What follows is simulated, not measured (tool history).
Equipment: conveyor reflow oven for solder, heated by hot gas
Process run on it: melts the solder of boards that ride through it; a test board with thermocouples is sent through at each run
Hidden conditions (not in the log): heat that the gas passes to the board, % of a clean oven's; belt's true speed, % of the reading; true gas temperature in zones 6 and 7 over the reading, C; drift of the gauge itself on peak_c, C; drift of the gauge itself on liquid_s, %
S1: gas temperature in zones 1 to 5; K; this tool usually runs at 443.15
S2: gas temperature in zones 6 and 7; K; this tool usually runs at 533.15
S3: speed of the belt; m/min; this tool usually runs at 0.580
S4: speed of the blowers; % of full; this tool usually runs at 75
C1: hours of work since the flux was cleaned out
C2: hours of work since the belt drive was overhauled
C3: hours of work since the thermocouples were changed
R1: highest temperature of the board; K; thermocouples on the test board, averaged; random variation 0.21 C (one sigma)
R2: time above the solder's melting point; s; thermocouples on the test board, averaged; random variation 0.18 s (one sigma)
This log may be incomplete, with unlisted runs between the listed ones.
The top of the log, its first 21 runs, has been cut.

run,day,S1,S2,S3,S4,C1,C2,C3,R1,R2
22,26.483,458.15,546.15,0.570,87,428,1089,137,531.45,54.3
23,27.238,458.15,546.15,0.570,87,437,1098,146,531.85,54.0
24,28.371,443.15,547.15,0.580,81,451,1112,160,528.25,46.5
25,29.442,443.15,533.15,0.659,75,464,1125,173,511.25,29.0
# day 30.479: flux residue cleaned out of gas plates and filters
26,30.500,453.15,533.15,0.554,53,0,1135,183,514.85,42.1
27,31.592,453.15,533.15,0.554,53,13,1148,196,514.85,42.1
28,32.817,453.15,533.15,0.554,53,28,1163,211,515.15,42.0
29,34.217,436.15,547.15,0.580,75,45,1180,228,526.15,43.2
30,35.562,436.15,547.15,0.580,75,61,1196,244,526.65,43.4

Below are 3 alternative next runs, each starting from the tool's condition after run 30. Predict each:
A,36.488,439.15,531.15,0.580,75,72,1207,255,?,?
B,36.488,439.15,536.15,0.580,61,72,1207,255,?,?
C,36.488,443.15,533.15,0.628,75,72,1207,255,?,?

run,R1,R2
A,512.95,35.1
B,514.85,35.5
C,513.35,32.3
Had the tool no hidden state, the same runs would have come out as:
run,R1,R2
A,512.95,35.1
B,514.85,35.5
C,513.35,32.3
